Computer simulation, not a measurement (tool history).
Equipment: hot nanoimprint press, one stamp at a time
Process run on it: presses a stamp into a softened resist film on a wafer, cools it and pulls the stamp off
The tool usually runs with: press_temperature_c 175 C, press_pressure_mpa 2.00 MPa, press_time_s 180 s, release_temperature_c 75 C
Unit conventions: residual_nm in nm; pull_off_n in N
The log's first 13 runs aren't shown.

Run 14, day 14.204: usual settings but press_time_s 169 s. Result: residual_nm 164.2 nm, pull_off_n 193 N.
Run 15, day 15.033: usual settings but release_temperature_c 82 C. Result: residual_nm 161.3 nm, pull_off_n 175 N.
Run 16, day 16.221: usual settings but release_temperature_c 82 C. Result: residual_nm 161.9 nm, pull_off_n 176 N.
Run 17, day 17.771: usual settings but press_temperature_c 165 C, release_temperature_c 82 C. Result: residual_nm 213.4 nm, pull_off_n 176 N.
Run 18, day 19.133: usual settings but press_time_s 116 s, release_temperature_c 71 C. Result: residual_nm 184.4 nm, pull_off_n 227 N.
At day 20.025: stamp cleaned and given a new release coat.
Run 19, day 20.533: usual settings but press_temperature_c 186 C, press_pressure_mpa 2.31 MPa, press_time_s 143 s, release_temperature_c 78 C. Result: residual_nm 118.7 nm, pull_off_n 133 N.
Run 20, day 21.996: usual settings but press_temperature_c 176 C, press_pressure_mpa 2.60 MPa. Result: residual_nm 141.9 nm, pull_off_n 147 N.
Run 21, day 23.404: usual settings but press_temperature_c 176 C, press_pressure_mpa 2.60 MPa. Result: residual_nm 141.9 nm, pull_off_n 145 N.
Run 22, day 24.329: usual settings but press_temperature_c 176 C, press_pressure_mpa 2.97 MPa, release_temperature_c 71 C. Result: residual_nm 135.7 nm, pull_off_n 170 N.
At day 24.929: press's hydraulic seals changed and the load cell set to zero.
Run 23, day 25.454: usual settings but press_temperature_c 176 C, press_pressure_mpa 2.97 MPa, release_temperature_c 71 C. Result: residual_nm 132.9 nm, pull_off_n 166 N.
Run 24, day 26.304: usual settings but press_temperature_c 176 C, press_pressure_mpa 2.97 MPa, release_temperature_c 71 C. Result: residual_nm 135.8 nm, pull_off_n 168 N.
Run 25, day 27.471: usual settings but press_temperature_c 187 C, press_pressure_mpa 3.02 MPa, press_time_s 122 s, release_temperature_c 70 C. Result: residual_nm 111.3 nm, pull_off_n 180 N.
At day 27.904: plate thermocouple calibrated.
Run 26, day 28.646: usual settings but press_temperature_c 166 C, release_temperature_c 79 C. Result: residual_nm 205.8 nm, pull_off_n 140 N.
Run 27, day 30.283: usual settings but press_temperature_c 182 C, press_pressure_mpa 2.27 MPa, release_temperature_c 79 C. Result: residual_nm 119.7 nm, pull_off_n 153 N.
Run 28, day 31.329: usual settings but press_temperature_c 182 C, press_pressure_mpa 2.27 MPa, release_temperature_c 79 C. Result: residual_nm 120.2 nm, pull_off_n 152 N.
Run 29, day 32.246: usual settings but press_temperature_c 182 C, press_pressure_mpa 2.27 MPa, release_temperature_c 73 C. Result: residual_nm 119.8 nm, pull_off_n 175 N.
Run 30, day 33.962: usual settings but press_temperature_c 182 C, press_pressure_mpa 1.24 MPa, release_temperature_c 64 C. Result: residual_nm 153.8 nm, pull_off_n 212 N.
Run 31, day 34.792: usual settings but press_temperature_c 170 C, press_time_s 322 s. Result: residual_nm 150.3 nm, pull_off_n 178 N.

Here are 3 independent what-if runs from the current tool condition. What would each one return?
Run A, day 35.783: usual settings but press_pressure_mpa 2.71 MPa. Result: residual_nm ?, pull_off_n ?.
Run B, day 35.783: usual settings but press_temperature_c 170 C, press_pressure_mpa 1.26 MPa, press_time_s 322 s. Result: residual_nm ?, pull_off_n ?.
Run C, day 35.783: usual settings but press_temperature_c 165 C, press_time_s 322 s, release_temperature_c 67 C. Result: residual_nm ?, pull_off_n ?.

run  residual_nm  pull_off_n
  A        140.1         175
  B        178.7         168
  C        178.8         207
Without the tool's hidden state the same runs would have given:
run  residual_nm  pull_off_n
  A        139.4         139
  B        177.9         132
  C        177.9         164
